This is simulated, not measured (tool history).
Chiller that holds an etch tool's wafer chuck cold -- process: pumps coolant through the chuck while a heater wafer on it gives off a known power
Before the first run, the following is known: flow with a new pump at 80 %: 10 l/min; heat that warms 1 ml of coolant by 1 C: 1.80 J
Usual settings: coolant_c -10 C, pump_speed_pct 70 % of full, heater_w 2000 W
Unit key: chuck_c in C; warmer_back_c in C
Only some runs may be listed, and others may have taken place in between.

{"run": 1, "hour": 0.0, "coolant_c": -10, "pump_speed_pct": 70, "heater_w": 2000, "chuck_c": 14.9, "warmer_back_c": 7.92}
{"run": 2, "hour": 28.7, "coolant_c": -14, "pump_speed_pct": 70, "heater_w": 2000, "chuck_c": 10.7, "warmer_back_c": 7.91}
{"run": 3, "hour": 55.2, "coolant_c": -14, "pump_speed_pct": 98, "heater_w": 2000, "chuck_c": 3.7, "warmer_back_c": 5.38}
{"run": 4, "hour": 83.1, "coolant_c": -14, "pump_speed_pct": 98, "heater_w": 2000, "chuck_c": 3.7, "warmer_back_c": 5.4}
{"run": 5, "hour": 110.9, "coolant_c": -14, "pump_speed_pct": 98, "heater_w": 2000, "chuck_c": 3.8, "warmer_back_c": 5.45}
{"run": 6, "hour": 145.7, "coolant_c": -14, "pump_speed_pct": 98, "heater_w": 2000, "chuck_c": 3.7, "warmer_back_c": 5.43}
{"run": 7, "hour": 164.2, "coolant_c": -14, "pump_speed_pct": 98, "heater_w": 2000, "chuck_c": 3.8, "warmer_back_c": 5.43}
{"run": 8, "hour": 200.3, "coolant_c": -14, "pump_speed_pct": 98, "heater_w": 2000, "chuck_c": 3.7, "warmer_back_c": 5.4}
{"run": 9, "hour": 227.3, "coolant_c": -14, "pump_speed_pct": 98, "heater_w": 2000, "chuck_c": 3.8, "warmer_back_c": 5.43}
{"run": 10, "hour": 259.3, "coolant_c": -10, "pump_speed_pct": 70, "heater_w": 2292, "chuck_c": 18.6, "warmer_back_c": 9.17}
{"run": 11, "hour": 295.5, "coolant_c": -10, "pump_speed_pct": 70, "heater_w": 2292, "chuck_c": 18.7, "warmer_back_c": 9.08}
{"run": 12, "hour": 328.8, "coolant_c": -10, "pump_speed_pct": 70, "heater_w": 2292, "chuck_c": 18.9, "warmer_back_c": 9.13}
{"run": 13, "hour": 358.5, "coolant_c": -14, "pump_speed_pct": 70, "heater_w": 1291, "chuck_c": 2, "warmer_back_c": 5.19}
{"run": 14, "hour": 381.3, "coolant_c": -10, "pump_speed_pct": 78, "heater_w": 1941, "chuck_c": 11.8, "warmer_back_c": 6.82}
{"run": 15, "hour": 406.3, "coolant_c": -10, "pump_speed_pct": 68, "heater_w": 2489, "chuck_c": 22.1, "warmer_back_c": 10.15}
{"run": 16, "hour": 424.9, "coolant_c": -17, "pump_speed_pct": 70, "heater_w": 1340, "chuck_c": -0.2, "warmer_back_c": 5.31}
{"run": 17, "hour": 456.4, "coolant_c": -17, "pump_speed_pct": 70, "heater_w": 1340, "chuck_c": 0, "warmer_back_c": 5.39}
{"run": 18, "hour": 488.5, "coolant_c": 0, "pump_speed_pct": 73, "heater_w": 1164, "chuck_c": 14.1, "warmer_back_c": 4.41}
{"run": 19, "hour": 523.2, "coolant_c": -4, "pump_speed_pct": 73, "heater_w": 1052, "chuck_c": 8.6, "warmer_back_c": 4.03}
{"run": 20, "hour": 555.1, "coolant_c": -4, "pump_speed_pct": 61, "heater_w": 1052, "chuck_c": 11.3, "warmer_back_c": 4.95}
{"run": 21, "hour": 571.1, "coolant_c": -4, "pump_speed_pct": 61, "heater_w": 1052, "chuck_c": 11.3, "warmer_back_c": 4.88}
{"run": 22, "hour": 596.7, "coolant_c": -4, "pump_speed_pct": 61, "heater_w": 1052, "chuck_c": 11.3, "warmer_back_c": 4.87}
{"run": 23, "hour": 624.5, "coolant_c": -10, "pump_speed_pct": 83, "heater_w": 1560, "chuck_c": 6.6, "warmer_back_c": 5.14}

Not shown: 1 entry that the log had between the listed runs. Between which runs, and how does the tool's hidden state differ before and after?
After run 15, before run 16: chiller's thermometer calibrated (hour 413.9)
  coolant's true temperature over the reading, C: -0.19 -> -0.06
  measured value less the no-hidden-state value, chuck_c: +2.7 -> +1.4 C; warmer_back_c: +0.29 -> +0.15 C

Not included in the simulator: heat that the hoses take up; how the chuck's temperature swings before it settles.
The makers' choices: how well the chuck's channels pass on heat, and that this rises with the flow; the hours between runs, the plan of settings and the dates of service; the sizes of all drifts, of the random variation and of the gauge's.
